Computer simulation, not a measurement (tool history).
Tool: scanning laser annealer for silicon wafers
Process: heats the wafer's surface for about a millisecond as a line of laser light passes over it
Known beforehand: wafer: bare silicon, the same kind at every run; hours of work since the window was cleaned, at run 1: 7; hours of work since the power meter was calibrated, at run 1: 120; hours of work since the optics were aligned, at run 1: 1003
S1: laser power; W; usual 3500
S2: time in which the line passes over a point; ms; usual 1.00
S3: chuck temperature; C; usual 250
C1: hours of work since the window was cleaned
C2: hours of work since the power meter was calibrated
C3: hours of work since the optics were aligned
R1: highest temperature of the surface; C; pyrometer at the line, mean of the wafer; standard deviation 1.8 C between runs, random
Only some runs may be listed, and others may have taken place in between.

Run 1, day 0.000: usual settings; C1 7; C2 120; C3 1003. Result: R1 1056 C.
Run 2, day 1.312: usual settings; C1 20; C2 133; C3 1016. Result: R1 1054 C.
Run 3, day 2.746: usual settings; C1 34; C2 148; C3 1030. Result: R1 1054 C.
Run 4, day 4.462: usual settings; C1 52; C2 165; C3 1048. Result: R1 1050 C.
Run 5, day 5.904: usual settings but S3 276 C; C1 66; C2 179; C3 1062. Result: R1 1073 C.
Run 6, day 7.038: usual settings; C1 77; C2 190; C3 1073. Result: R1 1046 C.
Run 7, day 8.154: usual settings; C1 88; C2 202; C3 1084. Result: R1 1046 C.
Run 8, day 10.038: usual settings but S2 0.85 ms; C1 107; C2 220; C3 1103. Result: R1 971 C.
Run 9, day 11.525: usual settings but S2 0.89 ms; C1 122; C2 235; C3 1118. Result: R1 990 C.
Run 10, day 12.496: usual settings but S2 0.89 ms; C1 132; C2 245; C3 1128. Result: R1 985 C.
Run 11, day 13.292: usual settings but S2 0.89 ms; C1 140; C2 253; C3 1136. Result: R1 982 C.
Run 12, day 14.258: usual settings but S2 0.89 ms; C1 149; C2 262; C3 1145. Result: R1 979 C.
Run 13, day 15.829: usual settings but S2 0.84 ms; C1 165; C2 278; C3 1161. Result: R1 954 C.
Run 14, day 17.175: usual settings but S1 3615 W, S2 0.91 ms, S3 217 C; C1 178; C2 292; C3 1175. Result: R1 983 C.
Run 15, day 18.492: usual settings but S1 3615 W, S2 0.91 ms, S3 217 C; C1 192; C2 305; C3 1188. Result: R1 979 C.
Run 16, day 19.538: usual settings but S1 3615 W, S2 0.91 ms, S3 217 C; C1 202; C2 315; C3 1198. Result: R1 979 C.
Run 17, day 20.942: usual settings but S1 3385 W, S2 0.80 ms, S3 262 C; C1 216; C2 329; C3 1212. Result: R1 910 C.
Run 18, day 22.196: usual settings but S1 3432 W, S2 0.87 ms; C1 229; C2 342; C3 1225. Result: R1 937 C.
Run 19, day 23.600: usual settings but S1 3195 W, S2 1.15 ms; C1 243; C2 356; C3 1239. Result: R1 983 C.
Run 20, day 24.512: usual settings but S2 1.12 ms, S3 265 C; C1 252; C2 365; C3 1248. Result: R1 1077 C.
Run 21, day 25.958: usual settings but S2 0.85 ms, S3 224 C; C1 266; C2 379; C3 1262. Result: R1 914 C.
Run 22, day 26.962: usual settings but S1 3783 W, S2 0.93 ms; C1 276; C2 389; C3 1272. Result: R1 1053 C.
Run 23, day 28.788: usual settings but S1 3381 W, S2 0.96 ms, S3 274 C; C1 294; C2 408; C3 1290. Result: R1 979 C.

Alternative continuations, all from the tool just after run 23; predict every row:
At day 30.017: window over the wafer cleaned.
Run A, day 30.758: usual settings but S1 3010 W; C1 7; C2 426; C3 1309. Result: R1 ?.
At day 30.017: window over the wafer cleaned.
Run B, day 30.758: usual settings but S1 3276 W, S2 0.74 ms, S3 279 C; C1 7; C2 426; C3 1309. Result: R1 ?.
At day 30.017: window over the wafer cleaned.
Run C, day 30.758: usual settings but S1 3772 W, S2 0.96 ms, S3 274 C; C1 7; C2 426; C3 1309. Result: R1 ?.

run    R1
  A   913
  B   899
  C  1150
With the hidden condition removed and each run's random variation left untouched, the same runs would have given:
run    R1
  A   922
  B   907
  C  1162
